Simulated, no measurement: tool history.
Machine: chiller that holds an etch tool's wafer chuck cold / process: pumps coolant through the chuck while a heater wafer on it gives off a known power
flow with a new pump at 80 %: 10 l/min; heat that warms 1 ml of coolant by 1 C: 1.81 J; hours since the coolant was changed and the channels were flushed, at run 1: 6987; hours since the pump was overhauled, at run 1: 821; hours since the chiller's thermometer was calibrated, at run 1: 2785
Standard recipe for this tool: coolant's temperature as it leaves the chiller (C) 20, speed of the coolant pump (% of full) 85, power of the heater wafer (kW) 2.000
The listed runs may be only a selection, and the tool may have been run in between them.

| run | hour | coolant's temperature as it leaves the chiller (C) | speed of the coolant pump (% of full) | power of the heater wafer (kW) | hours since the coolant was changed and the channels were flushed | hours since the pump was overhauled | hours since the chiller's thermometer was calibrated | chuck's temperature once it has settled (K) | how much warmer the coolant comes back (C) |
|---|---|---|---|---|---|---|---|---|---|
| 1 | 0.0 | 20 | 85 | 2.000 | 6987 | 821 | 2785 | 318.15 | 6.32 |
| 2 | 14.5 | 20 | 85 | 2.000 | 7002 | 835 | 2799 | 317.95 | 6.25 |
| 3 | 45.0 | 20 | 62 | 2.000 | 7032 | 866 | 2830 | 324.55 | 8.69 |
| 4 | 70.1 | 20 | 62 | 2.000 | 7058 | 891 | 2855 | 324.65 | 8.73 |
| 5 | 87.1 | 20 | 62 | 2.000 | 7075 | 908 | 2872 | 324.55 | 8.70 |
|  | 105.3 | chiller's thermometer calibrated |
| 6 | 115.5 | 20 | 62 | 2.000 | 7102 | 935 | 10 | 325.15 | 8.72 |
| 7 | 142.8 | 16 | 62 | 2.803 | 7129 | 963 | 38 | 333.85 | 12.25 |
| 8 | 158.7 | 17 | 69 | 2.000 | 7145 | 979 | 53 | 319.55 | 7.79 |
| 9 | 183.8 | 20 | 83 | 1.941 | 7170 | 1004 | 79 | 318.35 | 6.34 |
| 10 | 214.8 | 20 | 83 | 1.941 | 7201 | 1035 | 110 | 318.25 | 6.27 |
| 11 | 238.8 | 20 | 83 | 2.251 | 7225 | 1059 | 134 | 322.35 | 7.31 |

Across each entry between runs, compare the hidden state at the last listed run before it with the hidden state at the first listed run after it:
Between runs 5 and 6: chiller's thermometer calibrated (hour 105.3)
  heat passed by the chuck's channels, % of clean ones': 84.1 -> 84; flow at a given pump speed, % of a new pump's: 98.3 -> 98.2; coolant's true temperature over the reading, C: -0.37 -> -0.03
  measured value less the no-hidden-state value, chuck's temperature once it has settled (K): +4.30 -> +4.60; how much warmer the coolant comes back (C): +0.16 -> +0.16
